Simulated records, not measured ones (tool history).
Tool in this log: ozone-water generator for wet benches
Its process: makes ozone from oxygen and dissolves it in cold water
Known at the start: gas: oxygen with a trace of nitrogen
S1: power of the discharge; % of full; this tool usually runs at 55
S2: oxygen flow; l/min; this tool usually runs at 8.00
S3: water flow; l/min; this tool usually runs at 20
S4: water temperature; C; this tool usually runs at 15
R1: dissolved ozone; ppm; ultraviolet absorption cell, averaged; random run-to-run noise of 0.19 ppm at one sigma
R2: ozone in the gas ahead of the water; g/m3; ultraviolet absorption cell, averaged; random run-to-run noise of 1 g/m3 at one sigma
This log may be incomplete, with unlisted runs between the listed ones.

run 1 day=0.000 | S1=55 S2=8.00 S3=20 S4=15 | R1=25.5 R2=175.0
run 2 day=0.962 | S1=55 S2=8.00 S3=20 S4=22 | R1=22.4 R2=174.6
run 3 day=1.775 | S1=49 S2=8.00 S3=20 S4=15 | R1=23.3 R2=159.5
run 4 day=3.075 | S1=49 S2=8.00 S3=20 S4=15 | R1=23.2 R2=158.4
run 5 day=4.892 | S1=55 S2=8.00 S3=20 S4=15 | R1=25.0 R2=173.3
run 6 day=6.550 | S1=55 S2=8.00 S3=20 S4=15 | R1=25.1 R2=175.2
run 7 day=7.412 | S1=55 S2=8.00 S3=20 S4=15 | R1=25.2 R2=172.9
run 8 day=8.467 | S1=55 S2=8.00 S3=20 S4=15 | R1=25.0 R2=171.7
run 9 day=9.300 | S1=55 S2=8.00 S3=20 S4=15 | R1=25.3 R2=172.2
run 10 day=10.100 | S1=55 S2=8.00 S3=20 S4=15 | R1=25.0 R2=171.6
run 11 day=11.292 | S1=55 S2=8.00 S3=20 S4=15 | R1=25.2 R2=173.2
-- day=11.579 contactor cleaned
run 12 day=12.512 | S1=55 S2=8.00 S3=20 S4=15 | R1=25.0 R2=172.6
run 13 day=13.638 | S1=55 S2=8.00 S3=13 S4=15 | R1=32.1 R2=170.4
run 14 day=15.296 | S1=55 S2=8.00 S3=13 S4=15 | R1=32.5 R2=174.3
run 15 day=16.146 | S1=55 S2=8.00 S3=20 S4=8 | R1=27.6 R2=172.3
run 16 day=17.529 | S1=55 S2=8.00 S3=20 S4=8 | R1=27.1 R2=172.3
run 17 day=18.742 | S1=55 S2=8.00 S3=20 S4=8 | R1=27.2 R2=171.3
run 18 day=20.217 | S1=55 S2=4.03 S3=14 S4=15 | R1=34.7 R2=261.5
run 19 day=21.038 | S1=69 S2=13.97 S3=20 S4=15 | R1=25.5 R2=143.1
-- day=22.379 contactor cleaned, once more
run 20 day=23.096 | S1=94 S2=6.01 S3=19 S4=17 | R1=39.4 R2=300.3
run 21 day=24.908 | S1=44 S2=13.07 S3=20 S4=14 | R1=20.1 R2=107.1
run 22 day=26.762 | S1=59 S2=8.00 S3=26 S4=15 | R1=21.9 R2=181.1
run 23 day=27.908 | S1=59 S2=8.00 S3=26 S4=15 | R1=22.0 R2=181.4
run 24 day=29.567 | S1=61 S2=10.17 S3=17 S4=22 | R1=25.1 R2=159.1
run 25 day=30.446 | S1=61 S2=10.17 S3=17 S4=22 | R1=25.1 R2=157.5
run 26 day=32.350 | S1=90 S2=4.95 S3=20 S4=14 | R1=37.8 R2=328.2
run 27 day=33.304 | S1=85 S2=8.03 S3=15 S4=13 | R1=43.4 R2=233.5
run 28 day=35.046 | S1=85 S2=8.03 S3=15 S4=13 | R1=42.9 R2=233.1
run 29 day=36.708 | S1=69 S2=4.05 S3=19 S4=9 | R1=34.9 R2=304.6
run 30 day=37.779 | S1=69 S2=4.05 S3=19 S4=9 | R1=35.4 R2=307.8
run 31 day=38.942 | S1=69 S2=10.42 S3=28 S4=9 | R1=24.5 R2=169.7
run 32 day=40.450 | S1=42 S2=11.29 S3=20 S4=22 | R1=16.9 R2=112.3
run 33 day=41.438 | S1=42 S2=11.29 S3=20 S4=22 | R1=17.0 R2=113.7
run 34 day=42.571 | S1=71 S2=11.29 S3=20 S4=13 | R1=29.3 R2=165.0

Consider 3 possible next runs. They are alternatives, not a sequence: every one starts from the tool as it was left by run 34. What does each give?
run A day=44.371 | S1=55 S2=11.50 S3=25 S4=15 | R1=? R2=?
run B day=44.371 | S1=75 S2=7.78 S3=20 S4=13 | R1=? R2=?
run C day=44.371 | S1=71 S2=4.62 S3=12 S4=13 | R1=? R2=?

run=A R1=20.0 R2=133.8
run=B R1=32.1 R2=216.5
run=C R1=48.1 R2=287.6
The same runs, with their run-to-run variation unchanged, on a tool lacking any hidden condition would have given:
run=A R1=20.9 R2=138.1
run=B R1=33.9 R2=225.4
run=C R1=50.6 R2=298.9
